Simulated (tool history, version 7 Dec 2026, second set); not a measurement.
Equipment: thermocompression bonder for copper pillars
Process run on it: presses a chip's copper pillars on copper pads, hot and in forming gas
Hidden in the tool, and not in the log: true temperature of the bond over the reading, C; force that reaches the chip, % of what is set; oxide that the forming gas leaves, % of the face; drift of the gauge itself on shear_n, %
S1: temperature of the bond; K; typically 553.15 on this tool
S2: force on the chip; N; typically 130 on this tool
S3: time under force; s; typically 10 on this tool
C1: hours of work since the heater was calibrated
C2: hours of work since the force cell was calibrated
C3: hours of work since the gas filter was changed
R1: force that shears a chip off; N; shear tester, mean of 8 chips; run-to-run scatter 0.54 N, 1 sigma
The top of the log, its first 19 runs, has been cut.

-- hour=708.7 forming gas filter changed
run 20 hour=713.9 | S1=524.15 S2=130 S3=11 | C1=496 C2=707 C3=4 | R1=34.9
run 21 hour=746.2 | S1=583.15 S2=107 S3=16 | C1=520 C2=731 C3=28 | R1=79.5
run 22 hour=771.7 | S1=553.15 S2=116 S3=10 | C1=539 C2=750 C3=47 | R1=48.9
run 23 hour=813.3 | S1=555.15 S2=169 S3=10 | C1=570 C2=781 C3=78 | R1=67.9
run 24 hour=864.5 | S1=578.15 S2=97 S3=10 | C1=609 C2=819 C3=116 | R1=57.7
run 25 hour=912 | S1=544.15 S2=131 S3=10 | C1=644 C2=855 C3=152 | R1=47.5
-- hour=927.7 force cell calibrated
run 26 hour=952.6 | S1=544.15 S2=131 S3=10 | C1=673 C2=19 C3=181 | R1=47.4
run 27 hour=975.7 | S1=529.15 S2=158 S3=18 | C1=691 C2=36 C3=198 | R1=56.2
run 28 hour=1032.6 | S1=529.15 S2=158 S3=18 | C1=733 C2=78 C3=241 | R1=55.4
run 29 hour=1057.2 | S1=559.15 S2=130 S3=21 | C1=751 C2=97 C3=259 | R1=76.5
run 30 hour=1088.3 | S1=559.15 S2=130 S3=21 | C1=775 C2=120 C3=282 | R1=75.8
run 31 hour=1144.4 | S1=559.15 S2=130 S3=21 | C1=816 C2=162 C3=324 | R1=74.9
run 32 hour=1197.3 | S1=533.15 S2=151 S3=8 | C1=856 C2=201 C3=363 | R1=40.8
run 33 hour=1231.7 | S1=576.15 S2=130 S3=9 | C1=882 C2=227 C3=389 | R1=67.8
-- hour=1257.2 forming gas filter changed
run 34 hour=1286.5 | S1=576.15 S2=130 S3=9 | C1=922 C2=267 C3=22 | R1=68.9
run 35 hour=1323.6 | S1=553.15 S2=149 S3=22 | C1=950 C2=295 C3=50 | R1=78.8
run 36 hour=1362 | S1=553.15 S2=95 S3=7 | C1=978 C2=324 C3=78 | R1=35.1

Consider 5 possible next runs. They are alternatives, not a sequence: every one starts from the tool as it was left by run 36. What does each give?
run A hour=1400 | S1=554.15 S2=95 S3=7 | C1=1007 C2=352 C3=107 | R1=?
run B hour=1400 | S1=526.15 S2=130 S3=10 | C1=1007 C2=352 C3=107 | R1=?
run C hour=1400 | S1=553.15 S2=89 S3=7 | C1=1007 C2=352 C3=107 | R1=?
run D hour=1400 | S1=553.15 S2=130 S3=6 | C1=1007 C2=352 C3=107 | R1=?
run E hour=1400 | S1=553.15 S2=143 S3=7 | C1=1007 C2=352 C3=107 | R1=?

run=A R1=35.2
run=B R1=35.1
run=C R1=33.1
run=D R1=42.3
run=E R1=50.3
Take away the tool's hidden state, keep each run's random variation, and the runs would have read:
run=A R1=35.4
run=B R1=35.3
run=C R1=33.3
run=D R1=42.6
run=E R1=50.6
